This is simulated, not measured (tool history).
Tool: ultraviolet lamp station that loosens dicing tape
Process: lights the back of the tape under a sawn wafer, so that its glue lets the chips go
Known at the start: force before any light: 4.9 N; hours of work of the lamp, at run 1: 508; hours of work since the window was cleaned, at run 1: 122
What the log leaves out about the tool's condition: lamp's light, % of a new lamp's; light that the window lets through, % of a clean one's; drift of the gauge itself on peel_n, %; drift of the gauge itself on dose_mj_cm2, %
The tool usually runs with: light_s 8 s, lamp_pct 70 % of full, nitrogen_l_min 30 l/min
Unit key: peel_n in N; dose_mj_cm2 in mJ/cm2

run	day	light_s	lamp_pct	nitrogen_l_min	hours of work of the lamp	hours of work since the window was cleaned	peel_n	dose_mj_cm2
1	0.000	8	70	30	508	122	1.158	353
2	0.967	8	70	30	520	135	1.162	351
3	1.708	8	70	30	530	144	1.190	350
4	2.346	8	70	30	538	152	1.178	346
5	2.975	8	68	30	546	161	1.205	333
6	3.404	8	70	30	552	166	1.153	338
7	4.029	8	70	46	560	174	1.094	337
8	4.625	8	88	19	567	182	1.044	426
9	5.412	4	78	48	578	192	2.080	185

What will run 10 give?
# day 5.508: window cleaned of glue's vapour
10	5.846	4	78	30	583	4	?	?

{"run 10": {"peel_n": 2.24, "dose_mj_cm2": 181}}
If the tool had no hidden condition, the same run with the same run-to-run variation would have returned peel_n 1.616 N, dose_mj_cm2 261 mJ/cm2.
